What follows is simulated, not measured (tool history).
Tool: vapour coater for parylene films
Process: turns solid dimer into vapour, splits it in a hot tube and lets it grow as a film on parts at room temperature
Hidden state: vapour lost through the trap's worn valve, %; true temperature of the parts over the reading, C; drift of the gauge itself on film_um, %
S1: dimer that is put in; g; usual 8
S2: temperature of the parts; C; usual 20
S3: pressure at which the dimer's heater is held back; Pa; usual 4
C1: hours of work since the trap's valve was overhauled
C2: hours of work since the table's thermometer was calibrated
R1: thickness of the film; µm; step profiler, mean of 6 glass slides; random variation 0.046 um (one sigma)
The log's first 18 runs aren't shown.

run	hour	S1	S2	S3	C1	C2	R1
19	1111	8	20	3.13	120	811	4.95
20	1174.5	8	30	3.13	155	847	3.1
21	1249.2	8	30	3.13	197	888	3.09
22	1285.9	5	13	11.26	217	909	3.62
23	1349.4	9	16	4.13	253	944	6.22
24	1411.1	8	20	2.33	287	978	4.83
25	1461.7	4	12	7.81	315	1007	3.03
26	1520.2	4	21	7.08	348	1039	2.02
27	1597.8	10	14	6.27	391	1082	6.83
28	1681.4	8	14	2.82	437	1129	5.79
# hour 1731.4: trap's valve overhauled
29	1731.6	5	18	7.87	0	1155	3.14
30	1773.8	11	17	4	24	1178	7.69
31	1815.4	8	14	2.29	47	1201	6.7
32	1852.8	8	16	2.29	68	1222	6.08
33	1926.5	8	16	2.29	109	1263	6.08
34	1962.6	5	18	2.56	129	1283	3.39
# hour 2011.9: table's thermometer calibrated
35	2034.8	4	23	5.35	168	13	2.1

3 ways to go on from here, each from the tool as it stands after run 35. What would each give?
A	2076.8	8	20	6.33	192	36	?
B	2076.8	7	23	4.39	192	36	?
C	2076.8	10	26	2.21	192	36	?

run	R1
A	4.56
B	3.6
C	4.83
Without the tool's hidden state the same runs would have given:
run	R1
A	4.88
B	3.87
C	5.18

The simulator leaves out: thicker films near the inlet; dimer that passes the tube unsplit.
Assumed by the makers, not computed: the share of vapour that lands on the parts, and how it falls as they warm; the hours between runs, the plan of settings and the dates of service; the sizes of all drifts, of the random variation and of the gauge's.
